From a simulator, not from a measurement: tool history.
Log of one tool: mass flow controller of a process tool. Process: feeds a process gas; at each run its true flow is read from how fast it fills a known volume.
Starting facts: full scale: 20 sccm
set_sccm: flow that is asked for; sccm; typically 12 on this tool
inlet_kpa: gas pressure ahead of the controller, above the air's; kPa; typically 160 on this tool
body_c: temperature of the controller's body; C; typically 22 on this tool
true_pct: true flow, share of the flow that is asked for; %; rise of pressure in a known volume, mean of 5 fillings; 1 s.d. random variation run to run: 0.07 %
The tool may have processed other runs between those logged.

run	hour	set_sccm	inlet_kpa	body_c	true_pct
1	0	12	160	22	98.66
2	339.4	12	160	26	98.53
3	723	12	160	26	98.43
4	936.8	12	160	22	98.59
5	1128.6	12	160	22	98.35
6	1538.3	12	160	22	98.19
7	1951.2	12	232	22	98.19
8	2166.7	12	160	22	98.08
9	2405.8	5	160	22	96.79
10	2754.4	5	160	22	96.67
11	3198.4	5	160	22	96.68
12	3562.7	5	168	22	96.42
13	3876.3	11	146	22	97.14
14	4273.6	12	160	29	96.93
15	4500.2	12	173	28	97.12
16	4915.6	19	173	32	97.79
17	5111.1	8	173	27	96.22
18	5371.4	2	173	27	95.04
19	5640.9	12	206	22	97.01
20	6081.9	12	206	22	96.75

Forecast each of these 4 alternatives for the next run:
# hour 6286.7: gauge calibrated
A	6355.6	17	216	27	?
# hour 6286.7: gauge calibrated
B	6355.6	5	193	22	?
# hour 6286.7: gauge calibrated
C	6355.6	2	173	34	?
# hour 6286.7: gauge calibrated
D	6355.6	3	188	22	?

run	true_pct
A	99.37
B	97.68
C	96.83
D	97.35
Without the tool's unlogged condition, the same runs would have read:
run	true_pct
A	99.37
B	97.68
C	96.84
D	97.36
